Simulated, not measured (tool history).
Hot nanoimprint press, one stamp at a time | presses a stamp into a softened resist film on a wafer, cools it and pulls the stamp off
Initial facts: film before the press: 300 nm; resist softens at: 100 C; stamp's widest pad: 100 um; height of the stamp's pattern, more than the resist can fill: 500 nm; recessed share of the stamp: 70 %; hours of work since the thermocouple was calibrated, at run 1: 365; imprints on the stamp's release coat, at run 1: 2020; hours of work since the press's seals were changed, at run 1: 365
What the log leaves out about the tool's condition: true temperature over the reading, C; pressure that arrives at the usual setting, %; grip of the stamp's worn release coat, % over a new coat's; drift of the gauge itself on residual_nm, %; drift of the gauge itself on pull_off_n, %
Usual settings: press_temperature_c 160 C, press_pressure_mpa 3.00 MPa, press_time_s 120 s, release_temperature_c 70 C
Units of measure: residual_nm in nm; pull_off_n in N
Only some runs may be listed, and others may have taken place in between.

run    hour  press_temperature_c  press_pressure_mpa  press_time_s  release_temperature_c  hours of work since the thermocouple was calibrated  imprints on the stamp's release coat  hours of work since the press's seals were changed  residual_nm  pull_off_n
  1     0.0                  160                3.00           120                     70                                                  365                                  2020                                                 365        145.0         288
  2    79.0                  160                3.00           120                     74                                                  410                                  2240                                                 410        141.7         285
      140.9  -- stamp cleaned and given a new release coat
  3   156.2                  160                3.00           120                     70                                                  450                                    43                                                 450        144.3         219
  4   199.1                  160                3.00           120                     70                                                  475                                   162                                                 475        143.2         220
  5   248.2                  160                3.00           120                     70                                                  503                                   299                                                 503        141.7         214
      305.7  -- plate thermocouple calibrated
      313.7  -- press's hydraulic seals changed and the load cell set to zero
  6   322.9                  160                3.00           120                     70                                                    5                                   476                                                   5        152.5         247
  7   402.4                  160                3.00           120                     70                                                   51                                   698                                                  51        151.4         255
  8   481.9                  160                3.00           229                     70                                                   96                                   919                                                  96        121.3         254
  9   556.2                  160                3.00           120                     70                                                  138                                  1126                                                 138        150.7         283
 10   620.4                  160                3.00           120                     70                                                  175                                  1304                                                 175        148.6         270
 11   697.8                  160                2.87           120                     70                                                  219                                  1520                                                 219        152.2         278
 12   744.4                  160                3.00           120                     70                                                  246                                  1649                                                 246        148.6         285
 13   784.4                  160                3.00           120                     70                                                  269                                  1761                                                 269        146.5         293
 14   863.5                  160                3.00           120                     70                                                  314                                  1981                                                 314        147.2         293
 15   919.5                  160                3.00           120                     70                                                  346                                  2137                                                 346        145.8         299
 16   994.6                  160                3.00           120                     70                                                  389                                  2346                                                 389        144.9         324
     1016.3  -- stamp cleaned and given a new release coat
 17  1044.8                  160                3.00           120                     70                                                  414                                    79                                                 414        144.7         228
 18  1118.4                  160                3.00           163                     64                                                  456                                   284                                                 456        130.7         259
 19  1175.8                  171                3.57           163                     56                                                  489                                   444                                                 489         69.6         327
 20  1209.1                  160                4.54           120                     70                                                  508                                   536                                                 508        114.8         240
     1259.6  -- plate thermocouple calibrated
     1267.6  -- press's hydraulic seals changed and the load cell set to zero
 21  1293.1                  160                4.28           120                     70                                                   15                                   740                                                  15        125.0         261
 22  1343.0                  148                1.87            74                     63                                                   43                                   878                                                  43        279.2         305
 23  1394.0                  160                3.44           150                     70                                                   72                                  1020                                                  72        128.6         264
 24  1458.8                  156                3.00           120                     71                                                  109                                  1201                                                 109        176.6         268
 25  1536.2                  170                3.00           234                     70                                                  153                                  1416                                                 153         73.2         268
 26  1569.3                  152                2.83           120                     76                                                  172                                  1508                                                 172        211.2         245
 27  1613.0                  160                3.00           120                     57                                                  197                                  1630                                                 197        146.7         376
 28  1681.0                  160                2.00           148                     57                                                  236                                  1819                                                 236        167.6         375
 29  1752.1                  160                2.00           148                     57                                                  277                                  2017                                                 277        165.8         398
 30  1829.4                  160                3.00            69                     70                                                  321                                  2232                                                 321        171.9         306

How would selected steps in residual_nm from run to run divide? Give the signed amount a tool lacking its hidden state would still show from settings, what came in and random variation, and the signed amount left for the hidden state, including any gauge scatter that is not in both of the compared results.
Run 5 -> 6: plate thermocouple calibrated, press's hydraulic seals changed and the load cell set to zero. residual_nm +10.8 nm: hidden state +10.8, all else +0.0.
Run 18 -> 19: press_temperature_c 160 -> 171, press_pressure_mpa 3.00 -> 3.57, release_temperature_c 64 -> 56. residual_nm -61.1 nm: hidden state +4.4, all else -65.5.
Run 20 -> 21: press_pressure_mpa 4.54 -> 4.28, plate thermocouple calibrated, press's hydraulic seals changed and the load cell set to zero. residual_nm +10.2 nm: hidden state +5.3, all else +4.9.
Run 21 -> 22: press_temperature_c 160 -> 148, press_pressure_mpa 4.28 -> 1.87, press_time_s 120 -> 74, release_temperature_c 70 -> 63. residual_nm +154.2 nm: hidden state +0.3, all else +153.9.
Run 22 -> 23: press_temperature_c 148 -> 160, press_pressure_mpa 1.87 -> 3.44, press_time_s 74 -> 150, release_temperature_c 63 -> 70. residual_nm -150.6 nm: hidden state -1.5, all else -149.1.
Run 25 -> 26: press_temperature_c 170 -> 152, press_pressure_mpa 3.00 -> 2.83, press_time_s 234 -> 120, release_temperature_c 70 -> 76. residual_nm +138.0 nm: hidden state -3.6, all else +141.6.

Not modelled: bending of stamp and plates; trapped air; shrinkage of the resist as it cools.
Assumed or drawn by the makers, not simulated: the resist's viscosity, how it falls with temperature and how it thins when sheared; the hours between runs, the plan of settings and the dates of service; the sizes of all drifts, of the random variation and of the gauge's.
